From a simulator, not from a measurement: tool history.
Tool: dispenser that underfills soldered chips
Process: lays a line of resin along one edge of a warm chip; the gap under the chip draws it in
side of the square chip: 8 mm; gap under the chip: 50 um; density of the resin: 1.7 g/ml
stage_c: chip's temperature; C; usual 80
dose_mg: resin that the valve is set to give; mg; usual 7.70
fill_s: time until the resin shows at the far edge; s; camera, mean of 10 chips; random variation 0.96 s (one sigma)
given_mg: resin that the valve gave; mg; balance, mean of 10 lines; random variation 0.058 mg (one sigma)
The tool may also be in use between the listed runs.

| run | hour | stage_c | dose_mg | fill_s | given_mg |
|---|---|---|---|---|---|
| 1 | 0.0 | 80 | 7.70 | 94.2 | 7.50 |
| 2 | 3.7 | 80 | 7.70 | 113.1 | 7.50 |
| 3 | 6.3 | 80 | 7.70 | 131.9 | 7.61 |
|  | 9.2 | new syringe of resin |
| 4 | 10.1 | 80 | 6.67 | 102.1 | 6.54 |
| 5 | 12.0 | 80 | 9.79 | 103.8 | 9.62 |
| 6 | 15.7 | 80 | 7.70 | 127.1 | 7.41 |
|  | 18.6 | new syringe of resin |
| 7 | 18.8 | 80 | 6.85 | 98.4 | 6.62 |
| 8 | 22.2 | 66 | 6.90 | 175.4 | 6.65 |
| 9 | 25.7 | 68 | 6.90 | 195.0 | 6.67 |
|  | 28.2 | new syringe of resin |
| 10 | 29.3 | 81 | 9.97 | 95.7 | 9.63 |
| 11 | 31.7 | 80 | 6.94 | 117.9 | 6.55 |
| 12 | 36.0 | 71 | 9.32 | 175.7 | 9.01 |
|  | 37.5 | new syringe of resin |
| 13 | 39.1 | 69 | 9.32 | 138.9 | 8.87 |

Some steps in fill_s between neighbouring runs. How much of each would the tool show without its hidden state too (settings, what came in, random variation), and how much is left for the hidden state, with any gauge scatter that isn't in both results?
The hidden state here: resin's viscosity, % of fresh resin's; dose that the valve gives, % of what is set; true chip temperature over the reading, C; drift of the gauge itself on fill_s, %; drift of the gauge itself on given_mg, %.
Run 9 -> 10: stage_c 68 -> 81, dose_mg 6.90 -> 9.97, new syringe of resin. fill_s -99.3 s: hidden state -51.5, all else -47.8.
